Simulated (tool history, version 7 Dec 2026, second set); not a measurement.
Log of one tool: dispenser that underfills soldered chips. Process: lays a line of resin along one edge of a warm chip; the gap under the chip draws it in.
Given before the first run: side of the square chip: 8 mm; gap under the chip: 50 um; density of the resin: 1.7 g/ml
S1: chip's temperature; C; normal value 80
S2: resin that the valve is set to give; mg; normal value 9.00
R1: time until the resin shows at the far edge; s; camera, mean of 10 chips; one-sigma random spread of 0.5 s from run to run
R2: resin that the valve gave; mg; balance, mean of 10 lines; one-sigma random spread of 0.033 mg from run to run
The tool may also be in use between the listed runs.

run 1 day=0.000 | S1=80 S2=9.00 | R1=50.0 R2=8.83
-- day=0.150 new syringe of resin
run 2 day=0.283 | S1=80 S2=9.00 | R1=47.7 R2=8.79
-- day=0.483 new syringe of resin
run 3 day=0.629 | S1=80 S2=9.00 | R1=46.2 R2=8.73
-- day=0.821 new syringe of resin
run 4 day=0.962 | S1=82 S2=9.00 | R1=43.2 R2=8.77
-- day=1.146 new syringe of resin
run 5 day=1.204 | S1=82 S2=9.00 | R1=38.0 R2=8.78
-- day=1.483 new syringe of resin
run 6 day=1.612 | S1=80 S2=9.00 | R1=45.8 R2=8.72
-- day=1.804 new syringe of resin
run 7 day=1.817 | S1=80 S2=9.00 | R1=37.6 R2=8.70
run 8 day=2.004 | S1=80 S2=9.00 | R1=50.1 R2=8.72
-- day=2.138 new syringe of resin
run 9 day=2.212 | S1=92 S2=11.37 | R1=24.1 R2=10.99
-- day=2.467 new syringe of resin
run 10 day=2.583 | S1=92 S2=11.37 | R1=25.1 R2=10.94
-- day=2.788 new syringe of resin
run 11 day=2.808 | S1=80 S2=11.52 | R1=38.0 R2=11.13
run 12 day=3.038 | S1=69 S2=10.91 | R1=89.3 R2=10.46
-- day=3.112 new syringe of resin
-- day=3.367 dispensing valve cleaned and set on the balance
run 13 day=3.396 | S1=69 S2=10.91 | R1=89.0 R2=10.93
-- day=3.492 new syringe of resin
run 14 day=3.746 | S1=69 S2=10.91 | R1=92.8 R2=10.88
-- day=3.808 new syringe of resin
run 15 day=3.938 | S1=74 S2=9.95 | R1=60.5 R2=9.93

3 ways to go on from here, each from the tool as it stands after run 15. What would each give?
-- day=4.142 new syringe of resin
run A day=4.200 | S1=76 S2=10.99 | R1=? R2=?
-- day=4.142 new syringe of resin
run B day=4.200 | S1=74 S2=9.53 | R1=? R2=?
-- day=4.142 new syringe of resin
run C day=4.200 | S1=85 S2=10.79 | R1=? R2=?

run=A R1=48.8 R2=10.91
run=B R1=53.9 R2=9.51
run=C R1=31.7 R2=10.78
With no hidden state in the tool, these same runs would have given:
run=A R1=48.6 R2=10.99
run=B R1=53.7 R2=9.57
run=C R1=31.5 R2=10.85
